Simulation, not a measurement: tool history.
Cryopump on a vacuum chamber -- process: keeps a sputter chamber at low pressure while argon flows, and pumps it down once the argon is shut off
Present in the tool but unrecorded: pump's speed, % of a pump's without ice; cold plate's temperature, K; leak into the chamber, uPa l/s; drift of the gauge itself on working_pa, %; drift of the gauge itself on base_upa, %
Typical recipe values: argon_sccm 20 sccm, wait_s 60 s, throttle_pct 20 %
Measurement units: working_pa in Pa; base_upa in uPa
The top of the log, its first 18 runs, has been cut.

| run | hour | argon_sccm | wait_s | throttle_pct | hours of work since the pump was warmed up and emptied | hours of work since the cold head was overhauled | hours of work since the chamber's fittings were tightened | working_pa | base_upa |
|---|---|---|---|---|---|---|---|---|---|
| 19 | 539.3 | 25 | 21 | 26 | 68 | 483 | 2257 | 0.1643 | 7.40 |
| 20 | 570.9 | 20 | 123 | 54 | 85 | 500 | 2274 | 0.0637 | 3.23 |
| 21 | 614.0 | 8 | 123 | 32 | 108 | 523 | 2298 | 0.0415 | 3.30 |
| 22 | 648.1 | 37 | 47 | 46 | 126 | 542 | 2316 | 0.1391 | 4.87 |
| 23 | 671.0 | 37 | 47 | 46 | 139 | 554 | 2328 | 0.1399 | 4.70 |
| 24 | 706.9 | 20 | 60 | 32 | 158 | 573 | 2348 | 0.1084 | 4.30 |
| 25 | 743.3 | 37 | 60 | 17 | 178 | 593 | 2367 | 0.3719 | 4.30 |
| 26 | 771.7 | 20 | 167 | 23 | 193 | 608 | 2383 | 0.1493 | 3.23 |
| 27 | 810.2 | 8 | 198 | 40 | 214 | 629 | 2403 | 0.0351 | 3.23 |
| 28 | 845.6 | 8 | 198 | 40 | 233 | 648 | 2423 | 0.0354 | 3.19 |
|  | 861.8 | leaking fittings of the chamber tightened, without venting |
| 29 | 867.8 | 8 | 198 | 40 | 244 | 659 | 3 | 0.0356 | 0.89 |
| 30 | 885.9 | 8 | 198 | 40 | 253 | 669 | 13 | 0.0346 | 0.92 |

Forecast each of these 3 alternatives for the next run:
| A | 904.0 | 20 | 68 | 20 | 263 | 679 | 23 | ? | ? |
| B | 904.0 | 10 | 35 | 20 | 263 | 679 | 23 | ? | ? |
| C | 904.0 | 9 | 60 | 48 | 263 | 679 | 23 | ? | ? |

| run | working_pa | base_upa |
|---|---|---|
| A | 0.1725 | 2.01 |
| B | 0.0869 | 3.40 |
| C | 0.0336 | 2.17 |
Stripped of hidden state, with their random variation kept, the same runs would have yielded:
| run | working_pa | base_upa |
|---|---|---|
| A | 0.1675 | 1.92 |
| B | 0.0844 | 3.32 |
| C | 0.0314 | 2.09 |
